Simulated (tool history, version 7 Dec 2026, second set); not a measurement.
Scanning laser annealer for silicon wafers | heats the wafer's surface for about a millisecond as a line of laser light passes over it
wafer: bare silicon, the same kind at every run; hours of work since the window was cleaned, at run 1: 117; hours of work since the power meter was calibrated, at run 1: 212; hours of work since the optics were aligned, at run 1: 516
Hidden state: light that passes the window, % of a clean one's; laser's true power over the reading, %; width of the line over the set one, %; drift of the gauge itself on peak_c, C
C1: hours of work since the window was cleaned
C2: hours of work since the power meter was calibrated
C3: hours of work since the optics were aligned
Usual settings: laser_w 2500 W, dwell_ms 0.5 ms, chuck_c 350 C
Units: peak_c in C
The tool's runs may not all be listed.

{"run": 1, "hour": 0.0, "laser_w": 2500, "dwell_ms": 0.5, "chuck_c": 350, "C1": 117, "C2": 212, "C3": 516, "peak_c": 1068}
{"run": 2, "hour": 69.4, "laser_w": 2500, "dwell_ms": 0.5, "chuck_c": 365, "C1": 157, "C2": 252, "C3": 555, "peak_c": 1077}
{"run": 3, "hour": 111.8, "laser_w": 2190, "dwell_ms": 0.5, "chuck_c": 350, "C1": 181, "C2": 275, "C3": 579, "peak_c": 973}
{"run": 4, "hour": 180.1, "laser_w": 2190, "dwell_ms": 0.5, "chuck_c": 350, "C1": 219, "C2": 314, "C3": 618, "peak_c": 968}
{"run": 5, "hour": 222.6, "laser_w": 2190, "dwell_ms": 0.5, "chuck_c": 350, "C1": 243, "C2": 338, "C3": 642, "peak_c": 964}
{"run": 6, "hour": 274.4, "laser_w": 2500, "dwell_ms": 0.566, "chuck_c": 350, "C1": 272, "C2": 367, "C3": 671, "peak_c": 1100}
{"run": 7, "hour": 321.0, "laser_w": 2500, "dwell_ms": 0.566, "chuck_c": 350, "C1": 299, "C2": 394, "C3": 697, "peak_c": 1096}
{"run": 8, "hour": 377.3, "laser_w": 2500, "dwell_ms": 0.5, "chuck_c": 350, "C1": 331, "C2": 425, "C3": 729, "peak_c": 1047}
{"hour": 412.3, "done": "window over the wafer cleaned"}
{"run": 9, "hour": 417.3, "laser_w": 2500, "dwell_ms": 0.353, "chuck_c": 350, "C1": 3, "C2": 447, "C3": 750, "peak_c": 950}
{"run": 10, "hour": 463.2, "laser_w": 2500, "dwell_ms": 0.353, "chuck_c": 350, "C1": 29, "C2": 473, "C3": 776, "peak_c": 948}
{"run": 11, "hour": 505.3, "laser_w": 2500, "dwell_ms": 0.523, "chuck_c": 350, "C1": 53, "C2": 497, "C3": 800, "peak_c": 1090}
{"run": 12, "hour": 565.0, "laser_w": 2332, "dwell_ms": 0.5, "chuck_c": 350, "C1": 86, "C2": 530, "C3": 834, "peak_c": 1017}
{"run": 13, "hour": 628.4, "laser_w": 2332, "dwell_ms": 0.5, "chuck_c": 350, "C1": 122, "C2": 566, "C3": 870, "peak_c": 1017}
{"run": 14, "hour": 662.8, "laser_w": 2500, "dwell_ms": 0.5, "chuck_c": 350, "C1": 141, "C2": 586, "C3": 889, "peak_c": 1060}
{"run": 15, "hour": 736.3, "laser_w": 2500, "dwell_ms": 0.5, "chuck_c": 350, "C1": 183, "C2": 627, "C3": 930, "peak_c": 1060}
{"run": 16, "hour": 789.8, "laser_w": 2500, "dwell_ms": 0.5, "chuck_c": 350, "C1": 213, "C2": 657, "C3": 961, "peak_c": 1055}
{"run": 17, "hour": 851.0, "laser_w": 2500, "dwell_ms": 0.5, "chuck_c": 350, "C1": 248, "C2": 692, "C3": 995, "peak_c": 1048}
{"run": 18, "hour": 923.1, "laser_w": 2500, "dwell_ms": 0.437, "chuck_c": 350, "C1": 288, "C2": 732, "C3": 1036, "peak_c": 996}
{"run": 19, "hour": 992.4, "laser_w": 2500, "dwell_ms": 0.437, "chuck_c": 350, "C1": 328, "C2": 772, "C3": 1075, "peak_c": 990}
{"run": 20, "hour": 1023.6, "laser_w": 2464, "dwell_ms": 0.437, "chuck_c": 350, "C1": 345, "C2": 789, "C3": 1093, "peak_c": 980}
{"hour": 1031.1, "done": "window over the wafer cleaned"}
{"hour": 1057.3, "done": "optics aligned, line set to its width"}
{"run": 21, "hour": 1098.2, "laser_w": 2400, "dwell_ms": 0.471, "chuck_c": 350, "C1": 35, "C2": 827, "C3": 23, "peak_c": 1028}
{"run": 22, "hour": 1135.0, "laser_w": 2400, "dwell_ms": 0.471, "chuck_c": 350, "C1": 56, "C2": 848, "C3": 44, "peak_c": 1027}
{"run": 23, "hour": 1202.7, "laser_w": 2400, "dwell_ms": 0.471, "chuck_c": 350, "C1": 94, "C2": 886, "C3": 82, "peak_c": 1022}
{"run": 24, "hour": 1263.2, "laser_w": 2400, "dwell_ms": 0.471, "chuck_c": 350, "C1": 128, "C2": 921, "C3": 116, "peak_c": 1019}
{"run": 25, "hour": 1306.9, "laser_w": 2710, "dwell_ms": 0.493, "chuck_c": 332, "C1": 153, "C2": 945, "C3": 141, "peak_c": 1103}
{"run": 26, "hour": 1338.2, "laser_w": 2593, "dwell_ms": 0.567, "chuck_c": 325, "C1": 171, "C2": 963, "C3": 159, "peak_c": 1121}
{"run": 27, "hour": 1387.5, "laser_w": 2500, "dwell_ms": 0.405, "chuck_c": 390, "C1": 198, "C2": 991, "C3": 186, "peak_c": 1018}
{"run": 28, "hour": 1456.7, "laser_w": 2500, "dwell_ms": 0.556, "chuck_c": 390, "C1": 238, "C2": 1030, "C3": 226, "peak_c": 1139}
{"run": 29, "hour": 1491.6, "laser_w": 2306, "dwell_ms": 0.5, "chuck_c": 367, "C1": 257, "C2": 1050, "C3": 245, "peak_c": 1017}
{"run": 30, "hour": 1556.2, "laser_w": 2161, "dwell_ms": 0.5, "chuck_c": 367, "C1": 294, "C2": 1086, "C3": 282, "peak_c": 970}
{"run": 31, "hour": 1626.9, "laser_w": 2161, "dwell_ms": 0.5, "chuck_c": 367, "C1": 334, "C2": 1126, "C3": 322, "peak_c": 966}
{"hour": 1657.8, "done": "window over the wafer cleaned"}
{"run": 32, "hour": 1675.6, "laser_w": 2670, "dwell_ms": 0.445, "chuck_c": 365, "C1": 10, "C2": 1152, "C3": 348, "peak_c": 1098}
{"run": 33, "hour": 1709.4, "laser_w": 2652, "dwell_ms": 0.501, "chuck_c": 331, "C1": 29, "C2": 1171, "C3": 367, "peak_c": 1108}
{"run": 34, "hour": 1759.8, "laser_w": 2652, "dwell_ms": 0.501, "chuck_c": 331, "C1": 58, "C2": 1200, "C3": 396, "peak_c": 1107}
{"run": 35, "hour": 1806.7, "laser_w": 2500, "dwell_ms": 0.5, "chuck_c": 365, "C1": 84, "C2": 1226, "C3": 422, "peak_c": 1090}
{"run": 36, "hour": 1876.7, "laser_w": 2500, "dwell_ms": 0.5, "chuck_c": 365, "C1": 124, "C2": 1266, "C3": 462, "peak_c": 1086}
{"run": 37, "hour": 1931.0, "laser_w": 2507, "dwell_ms": 0.589, "chuck_c": 337, "C1": 154, "C2": 1297, "C3": 492, "peak_c": 1126}
{"run": 38, "hour": 1995.4, "laser_w": 2695, "dwell_ms": 0.487, "chuck_c": 339, "C1": 191, "C2": 1333, "C3": 529, "peak_c": 1100}
{"run": 39, "hour": 2031.1, "laser_w": 2500, "dwell_ms": 0.373, "chuck_c": 350, "C1": 211, "C2": 1353, "C3": 549, "peak_c": 955}
{"run": 40, "hour": 2076.8, "laser_w": 2500, "dwell_ms": 0.373, "chuck_c": 350, "C1": 237, "C2": 1379, "C3": 575, "peak_c": 950}

Forecast each of these 4 alternatives for the next run:
{"run": "A", "hour": 2148.1, "laser_w": 2585, "dwell_ms": 0.373, "chuck_c": 350, "C1": 277, "C2": 1419, "C3": 615, "peak_c": "?"}
{"run": "B", "hour": 2148.1, "laser_w": 2500, "dwell_ms": 0.373, "chuck_c": 385, "C1": 277, "C2": 1419, "C3": 615, "peak_c": "?"}
{"run": "C", "hour": 2148.1, "laser_w": 2500, "dwell_ms": 0.402, "chuck_c": 350, "C1": 277, "C2": 1419, "C3": 615, "peak_c": "?"}
{"run": "D", "hour": 2148.1, "laser_w": 2147, "dwell_ms": 0.48, "chuck_c": 333, "C1": 277, "C2": 1419, "C3": 615, "peak_c": "?"}

run=A peak_c=965
run=B peak_c=981
run=C peak_c=975
run=D peak_c=924
Without the tool's hidden state the same runs would have given:
run=A peak_c=989
run=B peak_c=1005
run=C peak_c=999
run=D peak_c=948
